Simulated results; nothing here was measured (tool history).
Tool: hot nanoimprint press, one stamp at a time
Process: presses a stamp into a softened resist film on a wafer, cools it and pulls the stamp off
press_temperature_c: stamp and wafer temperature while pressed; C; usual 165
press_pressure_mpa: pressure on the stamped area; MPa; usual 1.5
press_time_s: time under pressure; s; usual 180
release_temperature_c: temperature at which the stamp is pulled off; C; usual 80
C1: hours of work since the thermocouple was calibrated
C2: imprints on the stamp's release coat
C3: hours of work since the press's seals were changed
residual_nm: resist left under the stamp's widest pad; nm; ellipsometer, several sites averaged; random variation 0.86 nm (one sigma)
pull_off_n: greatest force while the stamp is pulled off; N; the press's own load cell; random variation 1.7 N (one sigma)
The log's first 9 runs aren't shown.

{"run": 10, "hour": 214.1, "press_temperature_c": 165, "press_pressure_mpa": 1.5, "press_time_s": 180, "release_temperature_c": 80, "C1": 494, "C2": 1205, "C3": 127, "residual_nm": 128.4, "pull_off_n": 138}
{"run": 11, "hour": 250.5, "press_temperature_c": 165, "press_pressure_mpa": 1.5, "press_time_s": 180, "release_temperature_c": 80, "C1": 514, "C2": 1284, "C3": 148, "residual_nm": 128.7, "pull_off_n": 142}
{"hour": 273.8, "done": "plate thermocouple calibrated"}
{"hour": 286.3, "done": "stamp cleaned and given a new release coat"}
{"run": 12, "hour": 291.7, "press_temperature_c": 165, "press_pressure_mpa": 1.5, "press_time_s": 105, "release_temperature_c": 80, "C1": 7, "C2": 12, "C3": 166, "residual_nm": 147.5, "pull_off_n": 129}
{"run": 13, "hour": 323.5, "press_temperature_c": 165, "press_pressure_mpa": 1.5, "press_time_s": 180, "release_temperature_c": 80, "C1": 25, "C2": 81, "C3": 184, "residual_nm": 119.1, "pull_off_n": 130}
{"run": 14, "hour": 341.4, "press_temperature_c": 165, "press_pressure_mpa": 2.09, "press_time_s": 180, "release_temperature_c": 80, "C1": 35, "C2": 120, "C3": 194, "residual_nm": 102.5, "pull_off_n": 129}
{"run": 15, "hour": 365.8, "press_temperature_c": 165, "press_pressure_mpa": 1.5, "press_time_s": 180, "release_temperature_c": 80, "C1": 49, "C2": 174, "C3": 208, "residual_nm": 121.7, "pull_off_n": 128}
{"run": 16, "hour": 400.9, "press_temperature_c": 170, "press_pressure_mpa": 1.8, "press_time_s": 312, "release_temperature_c": 85, "C1": 69, "C2": 251, "C3": 228, "residual_nm": 74, "pull_off_n": 121}
{"run": 17, "hour": 418.6, "press_temperature_c": 155, "press_pressure_mpa": 1.8, "press_time_s": 131, "release_temperature_c": 67, "C1": 79, "C2": 289, "C3": 238, "residual_nm": 176, "pull_off_n": 155}
{"run": 18, "hour": 453.0, "press_temperature_c": 172, "press_pressure_mpa": 1.56, "press_time_s": 286, "release_temperature_c": 67, "C1": 98, "C2": 364, "C3": 258, "residual_nm": 76.6, "pull_off_n": 155}
{"run": 19, "hour": 489.9, "press_temperature_c": 172, "press_pressure_mpa": 1.56, "press_time_s": 286, "release_temperature_c": 67, "C1": 119, "C2": 445, "C3": 278, "residual_nm": 76.7, "pull_off_n": 160}
{"run": 20, "hour": 508.8, "press_temperature_c": 172, "press_pressure_mpa": 1.56, "press_time_s": 286, "release_temperature_c": 67, "C1": 130, "C2": 486, "C3": 289, "residual_nm": 77.6, "pull_off_n": 161}
{"run": 21, "hour": 546.8, "press_temperature_c": 172, "press_pressure_mpa": 1.56, "press_time_s": 286, "release_temperature_c": 67, "C1": 151, "C2": 569, "C3": 311, "residual_nm": 76.5, "pull_off_n": 160}
{"run": 22, "hour": 574.4, "press_temperature_c": 172, "press_pressure_mpa": 1.56, "press_time_s": 286, "release_temperature_c": 67, "C1": 167, "C2": 630, "C3": 326, "residual_nm": 79, "pull_off_n": 162}
{"run": 23, "hour": 595.7, "press_temperature_c": 167, "press_pressure_mpa": 1.56, "press_time_s": 280, "release_temperature_c": 67, "C1": 179, "C2": 676, "C3": 339, "residual_nm": 94.1, "pull_off_n": 163}
{"run": 24, "hour": 626.9, "press_temperature_c": 167, "press_pressure_mpa": 1.56, "press_time_s": 259, "release_temperature_c": 73, "C1": 197, "C2": 745, "C3": 356, "residual_nm": 98.3, "pull_off_n": 154}
{"run": 25, "hour": 650.1, "press_temperature_c": 167, "press_pressure_mpa": 1.56, "press_time_s": 259, "release_temperature_c": 73, "C1": 210, "C2": 795, "C3": 369, "residual_nm": 97.8, "pull_off_n": 147}
{"run": 26, "hour": 666.0, "press_temperature_c": 165, "press_pressure_mpa": 1.5, "press_time_s": 180, "release_temperature_c": 71, "C1": 219, "C2": 830, "C3": 378, "residual_nm": 124.2, "pull_off_n": 156}
{"run": 27, "hour": 682.6, "press_temperature_c": 165, "press_pressure_mpa": 1.5, "press_time_s": 180, "release_temperature_c": 71, "C1": 229, "C2": 866, "C3": 388, "residual_nm": 123.8, "pull_off_n": 155}
{"run": 28, "hour": 708.3, "press_temperature_c": 165, "press_pressure_mpa": 2.29, "press_time_s": 180, "release_temperature_c": 75, "C1": 243, "C2": 922, "C3": 402, "residual_nm": 104.1, "pull_off_n": 146}
{"run": 29, "hour": 726.7, "press_temperature_c": 165, "press_pressure_mpa": 1.03, "press_time_s": 93, "release_temperature_c": 80, "C1": 254, "C2": 963, "C3": 413, "residual_nm": 183, "pull_off_n": 140}
{"run": 30, "hour": 750.9, "press_temperature_c": 160, "press_pressure_mpa": 1.52, "press_time_s": 99, "release_temperature_c": 86, "C1": 267, "C2": 1016, "C3": 427, "residual_nm": 177.4, "pull_off_n": 124}

Forecast each of these 3 alternatives for the next run:
{"run": "A", "hour": 784.8, "press_temperature_c": 165, "press_pressure_mpa": 1.26, "press_time_s": 162, "release_temperature_c": 69, "C1": 286, "C2": 1090, "C3": 446, "residual_nm": "?", "pull_off_n": "?"}
{"run": "B", "hour": 784.8, "press_temperature_c": 165, "press_pressure_mpa": 1.03, "press_time_s": 109, "release_temperature_c": 80, "C1": 286, "C2": 1090, "C3": 446, "residual_nm": "?", "pull_off_n": "?"}
{"run": "C", "hour": 784.8, "press_temperature_c": 160, "press_pressure_mpa": 1.52, "press_time_s": 99, "release_temperature_c": 84, "C1": 286, "C2": 1090, "C3": 446, "residual_nm": "?", "pull_off_n": "?"}

run=A residual_nm=143 pull_off_n=162
run=B residual_nm=173.8 pull_off_n=139
run=C residual_nm=182.1 pull_off_n=134
Without the tool's hidden state the same runs would have given:
run=A residual_nm=133.9 pull_off_n=149
run=B residual_nm=164.5 pull_off_n=127
run=C residual_nm=171.4 pull_off_n=121
